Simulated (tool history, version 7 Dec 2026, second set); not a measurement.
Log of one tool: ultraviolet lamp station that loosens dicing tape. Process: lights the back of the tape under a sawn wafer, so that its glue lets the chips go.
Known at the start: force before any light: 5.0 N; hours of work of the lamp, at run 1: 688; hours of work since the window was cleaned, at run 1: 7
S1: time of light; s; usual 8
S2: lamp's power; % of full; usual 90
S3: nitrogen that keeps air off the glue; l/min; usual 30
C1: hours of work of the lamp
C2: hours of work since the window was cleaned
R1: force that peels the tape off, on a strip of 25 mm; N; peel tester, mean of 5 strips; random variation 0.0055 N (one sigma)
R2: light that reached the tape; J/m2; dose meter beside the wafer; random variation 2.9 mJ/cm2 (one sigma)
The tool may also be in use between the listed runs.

run 1 hour=0.0 | S1=8 S2=90 S3=30 | C1=688 C2=7 | R1=0.177 R2=3430
run 2 hour=28.9 | S1=8 S2=90 S3=30 | C1=704 C2=24 | R1=0.189 R2=3340
run 3 hour=59.5 | S1=8 S2=81 S3=30 | C1=722 C2=42 | R1=0.248 R2=2990
run 4 hour=76.7 | S1=8 S2=81 S3=30 | C1=732 C2=52 | R1=0.255 R2=3000
run 5 hour=105.5 | S1=8 S2=90 S3=29 | C1=749 C2=69 | R1=0.214 R2=3280
run 6 hour=131.3 | S1=8 S2=90 S3=29 | C1=764 C2=84 | R1=0.228 R2=3200
run 7 hour=149.1 | S1=8 S2=90 S3=29 | C1=775 C2=94 | R1=0.222 R2=3200
run 8 hour=166.9 | S1=8 S2=90 S3=29 | C1=785 C2=104 | R1=0.224 R2=3240
run 9 hour=197.7 | S1=8 S2=90 S3=25 | C1=803 C2=122 | R1=0.258 R2=3170
run 10 hour=227.6 | S1=8 S2=90 S3=25 | C1=821 C2=140 | R1=0.264 R2=3070
run 11 hour=241.9 | S1=8 S2=90 S3=30 | C1=829 C2=148 | R1=0.239 R2=3040
run 12 hour=272.0 | S1=7 S2=90 S3=30 | C1=847 C2=166 | R1=0.323 R2=2650
run 13 hour=293.8 | S1=8 S2=90 S3=30 | C1=859 C2=179 | R1=0.246 R2=3050
run 14 hour=315.5 | S1=11 S2=89 S3=19 | C1=872 C2=191 | R1=0.182 R2=4010
run 15 hour=329.6 | S1=4 S2=85 S3=16 | C1=880 C2=200 | R1=1.537 R2=1410
run 16 hour=352.1 | S1=8 S2=61 S3=17 | C1=893 C2=213 | R1=0.869 R2=1950
-- hour=372.0 window cleaned of glue's vapour
run 17 hour=382.0 | S1=8 S2=61 S3=17 | C1=910 C2=6 | R1=0.749 R2=2180
run 18 hour=402.1 | S1=11 S2=83 S3=34 | C1=922 C2=18 | R1=0.106 R2=4060
run 19 hour=423.4 | S1=7 S2=94 S3=32 | C1=935 C2=30 | R1=0.246 R2=2930
run 20 hour=447.4 | S1=6 S2=75 S3=45 | C1=949 C2=44 | R1=0.500 R2=2020
run 21 hour=470.5 | S1=6 S2=75 S3=45 | C1=962 C2=58 | R1=0.492 R2=1920
run 22 hour=500.0 | S1=6 S2=79 S3=42 | C1=979 C2=75 | R1=0.482 R2=2000
run 23 hour=517.4 | S1=4 S2=70 S3=30 | C1=990 C2=85 | R1=1.394 R2=1170
run 24 hour=541.8 | S1=4 S2=70 S3=30 | C1=1004 C2=99 | R1=1.416 R2=1150
run 25 hour=572.1 | S1=6 S2=78 S3=30 | C1=1022 C2=117 | R1=0.657 R2=1950
run 26 hour=591.2 | S1=6 S2=78 S3=30 | C1=1033 C2=128 | R1=0.679 R2=1930

5 ways to go on from here, each from the tool as it stands after run 26. What would each give?
run A hour=622.7 | S1=13 S2=90 S3=30 | C1=1051 C2=146 | R1=? R2=?
run B hour=622.7 | S1=6 S2=90 S3=46 | C1=1051 C2=146 | R1=? R2=?
run C hour=622.7 | S1=7 S2=83 S3=30 | C1=1051 C2=146 | R1=? R2=?
run D hour=622.7 | S1=8 S2=90 S3=13 | C1=1051 C2=146 | R1=? R2=?
run E hour=622.7 | S1=6 S2=79 S3=30 | C1=1051 C2=146 | R1=? R2=?

run=A R1=0.102 R2=4760
run=B R1=0.374 R2=2180
run=C R1=0.421 R2=2310
run=D R1=0.569 R2=2930
run=E R1=0.679 R2=1890
Without the tool's hidden state the same runs would have given:
run=A R1=0.077 R2=6810
run=B R1=0.156 R2=3120
run=C R1=0.180 R2=3320
run=D R1=0.255 R2=4190
run=E R1=0.315 R2=2720
